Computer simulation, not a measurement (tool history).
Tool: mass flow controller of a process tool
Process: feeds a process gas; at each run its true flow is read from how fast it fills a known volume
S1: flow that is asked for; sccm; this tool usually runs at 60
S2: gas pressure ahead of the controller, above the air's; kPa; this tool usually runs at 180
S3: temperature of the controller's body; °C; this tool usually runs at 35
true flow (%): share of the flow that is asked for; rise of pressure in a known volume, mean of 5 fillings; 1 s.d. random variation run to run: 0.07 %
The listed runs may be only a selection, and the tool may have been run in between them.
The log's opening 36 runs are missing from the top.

Run 37, hour 2085.0: usual settings but S1 24 sccm, S2 249 kPa, S3 34 °C. Result: true flow (%) 100.64.
Run 38, hour 2134.2: usual settings but S2 150 kPa. Result: true flow (%) 100.04.
Run 39, hour 2172.8: usual settings but S1 43 sccm, S3 24 °C. Result: true flow (%) 99.58.
Run 40, hour 2240.4: usual settings but S1 43 sccm, S3 24 °C. Result: true flow (%) 99.75.
Run 41, hour 2309.4: usual settings but S2 267 kPa, S3 24 °C. Result: true flow (%) 100.22.
Run 42, hour 2376.0: usual settings but S2 267 kPa, S3 24 °C. Result: true flow (%) 100.24.
Run 43, hour 2412.7: usual settings but S1 23 sccm, S2 198 kPa, S3 26 °C. Result: true flow (%) 99.93.
Run 44, hour 2469.0: usual settings but S1 41 sccm, S2 160 kPa, S3 27 °C. Result: true flow (%) 99.74.
Run 45, hour 2548.1: usual settings but S1 36 sccm, S2 160 kPa, S3 38 °C. Result: true flow (%) 100.31.
Run 46, hour 2625.6: usual settings but S1 22 sccm, S2 164 kPa, S3 23 °C. Result: true flow (%) 99.67.
Run 47, hour 2669.6: usual settings but S1 22 sccm, S2 164 kPa, S3 23 °C. Result: true flow (%) 99.56.
Run 48, hour 2718.5: usual settings but S1 22 sccm, S2 164 kPa, S3 23 °C. Result: true flow (%) 99.62.

Consider 3 possible next runs. They are alternatives, not a sequence: every one starts from the tool as it was left by run 48. What does each give?
Run A, hour 2766.0: usual settings but S1 22 sccm, S2 164 kPa, S3 24 °C. Result: true flow (%) ?.
Run B, hour 2766.0: usual settings but S1 64 sccm, S2 275 kPa. Result: true flow (%) ?.
Run C, hour 2766.0: usual settings but S3 37 °C. Result: true flow (%) ?.

run  true flow (%)
  A          99.68
  B         101.02
  C         100.60
Without the tool's hidden state the same runs would have given:
run  true flow (%)
  A          98.15
  B          99.85
  C          99.42

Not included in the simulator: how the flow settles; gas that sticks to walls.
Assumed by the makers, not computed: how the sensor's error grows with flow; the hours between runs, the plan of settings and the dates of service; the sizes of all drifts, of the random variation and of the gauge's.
